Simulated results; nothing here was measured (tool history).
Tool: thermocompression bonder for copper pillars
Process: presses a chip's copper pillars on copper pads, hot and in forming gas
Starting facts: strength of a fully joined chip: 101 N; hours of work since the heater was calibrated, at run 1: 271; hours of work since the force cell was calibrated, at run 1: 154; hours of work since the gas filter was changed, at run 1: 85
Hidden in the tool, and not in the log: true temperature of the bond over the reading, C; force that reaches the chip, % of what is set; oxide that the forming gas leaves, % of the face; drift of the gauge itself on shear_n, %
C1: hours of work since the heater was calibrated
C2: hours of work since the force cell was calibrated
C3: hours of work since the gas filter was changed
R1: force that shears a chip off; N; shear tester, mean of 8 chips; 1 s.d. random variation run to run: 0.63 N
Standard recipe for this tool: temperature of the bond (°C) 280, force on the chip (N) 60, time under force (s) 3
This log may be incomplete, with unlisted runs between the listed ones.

Run 1, hour 0: usual settings; C1 271; C2 154; C3 85. Result: R1 40.4 N.
Run 2, hour 26.1: usual settings; C1 282; C2 165; C3 96. Result: R1 39.8 N.
Run 3, hour 66.6: usual settings; C1 299; C2 183; C3 113. Result: R1 40.2 N.
Run 4, hour 106.1: usual settings; C1 316; C2 200; C3 130. Result: R1 41.1 N.
Run 5, hour 137.9: usual settings; C1 330; C2 213; C3 144. Result: R1 40.5 N.
Run 6, hour 182.3: usual settings but time under force (s) 2; C1 349; C2 233; C3 163. Result: R1 33.8 N.
Run 7, hour 229.7: usual settings; C1 370; C2 253; C3 184. Result: R1 40.7 N.
Run 8, hour 272: usual settings; C1 388; C2 271; C3 202. Result: R1 38.9 N.
Run 9, hour 308.9: usual settings but temperature of the bond (°C) 305; C1 404; C2 287; C3 218. Result: R1 57 N.
Run 10, hour 342.2: usual settings but force on the chip (N) 84; C1 418; C2 301; C3 232. Result: R1 56.6 N.
Run 11, hour 391.3: usual settings but temperature of the bond (°C) 274; C1 439; C2 322; C3 253. Result: R1 36.7 N.
Run 12, hour 426.8: usual settings but temperature of the bond (°C) 274; C1 454; C2 338; C3 268. Result: R1 36.6 N.
Run 13, hour 473.5: usual settings but temperature of the bond (°C) 274; C1 474; C2 358; C3 288. Result: R1 35.6 N.
Run 14, hour 513.6: usual settings but temperature of the bond (°C) 274; C1 492; C2 375; C3 306. Result: R1 35.9 N.
Run 15, hour 552.8: usual settings but temperature of the bond (°C) 276; C1 508; C2 392; C3 323. Result: R1 37.8 N.
Run 16, hour 597.2: usual settings but temperature of the bond (°C) 276; C1 528; C2 411; C3 342. Result: R1 37.9 N.
At hour 637.3: forming gas filter changed.
Run 17, hour 640.5: usual settings but temperature of the bond (°C) 276; C1 546; C2 429; C3 1. Result: R1 42.1 N.
Run 18, hour 662.1: usual settings but temperature of the bond (°C) 276; C1 555; C2 439; C3 11. Result: R1 40.7 N.
Run 19, hour 695.4: usual settings; C1 570; C2 453; C3 25. Result: R1 43 N.
Run 20, hour 720: usual settings; C1 580; C2 464; C3 36. Result: R1 44.3 N.
Run 21, hour 772.7: usual settings but temperature of the bond (°C) 303, force on the chip (N) 47; C1 603; C2 486; C3 58. Result: R1 46.2 N.
Run 22, hour 824: usual settings but force on the chip (N) 54; C1 625; C2 508; C3 80. Result: R1 38.4 N.
Run 23, hour 876.4: usual settings but temperature of the bond (°C) 308, force on the chip (N) 45; C1 647; C2 531; C3 103. Result: R1 47.3 N.
Run 24, hour 914.3: usual settings but temperature of the bond (°C) 293, force on the chip (N) 41, time under force (s) 2; C1 664; C2 547; C3 119. Result: R1 29.3 N.
Run 25, hour 966.1: usual settings but temperature of the bond (°C) 293, force on the chip (N) 41, time under force (s) 2; C1 686; C2 569; C3 141. Result: R1 29.2 N.
Run 26, hour 988.5: usual settings but temperature of the bond (°C) 293, force on the chip (N) 41, time under force (s) 2; C1 696; C2 579; C3 151. Result: R1 29.5 N.
Run 27, hour 1040.6: usual settings but temperature of the bond (°C) 267, force on the chip (N) 82, time under force (s) 2; C1 718; C2 601; C3 173. Result: R1 43.5 N.
Run 28, hour 1075.6: usual settings but temperature of the bond (°C) 265, force on the chip (N) 65, time under force (s) 2; C1 733; C2 616; C3 188. Result: R1 32.9 N.
Run 29, hour 1121.2: usual settings but temperature of the bond (°C) 279, force on the chip (N) 65, time under force (s) 2; C1 753; C2 636; C3 208. Result: R1 41 N.
Run 30, hour 1168.1: usual settings but force on the chip (N) 51; C1 773; C2 656; C3 228. Result: R1 36.8 N.
Run 31, hour 1204: usual settings but temperature of the bond (°C) 298, force on the chip (N) 57, time under force (s) 4; C1 788; C2 672; C3 244. Result: R1 56.6 N.
Run 32, hour 1249.8: usual settings but temperature of the bond (°C) 258, force on the chip (N) 57; C1 808; C2 691; C3 263. Result: R1 28.8 N.
At hour 1262.7: heater calibrated with a thermocouple chip.
Run 33, hour 1284.9: usual settings but temperature of the bond (°C) 265, force on the chip (N) 84, time under force (s) 4; C1 10; C2 706; C3 278. Result: R1 49.1 N.
Run 34, hour 1323.3: usual settings but temperature of the bond (°C) 300, force on the chip (N) 44, time under force (s) 2; C1 26; C2 722; C3 294. Result: R1 29.6 N.
Run 35, hour 1362.2: usual settings but force on the chip (N) 39, time under force (s) 2; C1 43; C2 739; C3 311. Result: R1 19.8 N.
Run 36, hour 1390.1: usual settings but force on the chip (N) 39, time under force (s) 2; C1 55; C2 751; C3 323. Result: R1 17.5 N.
Run 37, hour 1437.5: usual settings but force on the chip (N) 48, time under force (s) 2; C1 75; C2 771; C3 343. Result: R1 25.2 N.
At hour 1472.8: forming gas filter changed.
Run 38, hour 1481.2: usual settings but force on the chip (N) 82, time under force (s) 5; C1 94; C2 790; C3 4. Result: R1 66.4 N.
Run 39, hour 1524: usual settings but temperature of the bond (°C) 309, force on the chip (N) 54, time under force (s) 5; C1 112; C2 808; C3 22. Result: R1 64.3 N.

Across each entry between runs, compare the hidden state at the last listed run before it with the hidden state at the first listed run after it:
Between runs 16 and 17: forming gas filter changed (hour 637.3)
  true temperature of the bond over the reading, C: 5.7 -> 5.9; force that reaches the chip, % of what is set: 102.9 -> 103; oxide that the forming gas leaves, % of the face: 8.41 -> 0.57
  measured minus no-state result, R1: +1.5 -> +4.9 N
Between runs 32 and 33: heater calibrated with a thermocouple chip (hour 1262.7)
  true temperature of the bond over the reading, C: 9.3 -> -0.3; oxide that the forming gas leaves, % of the face: 6.5 -> 6.85
  measured minus no-state result, R1: +4.4 -> -1.2 N
Between runs 37 and 38: forming gas filter changed (hour 1472.8)
  true temperature of the bond over the reading, C: 0.5 -> 0.8; force that reaches the chip, % of what is set: 104.9 -> 105; oxide that the forming gas leaves, % of the face: 8.25 -> 0.62
  measured minus no-state result, R1: -0.3 -> +3.2 N

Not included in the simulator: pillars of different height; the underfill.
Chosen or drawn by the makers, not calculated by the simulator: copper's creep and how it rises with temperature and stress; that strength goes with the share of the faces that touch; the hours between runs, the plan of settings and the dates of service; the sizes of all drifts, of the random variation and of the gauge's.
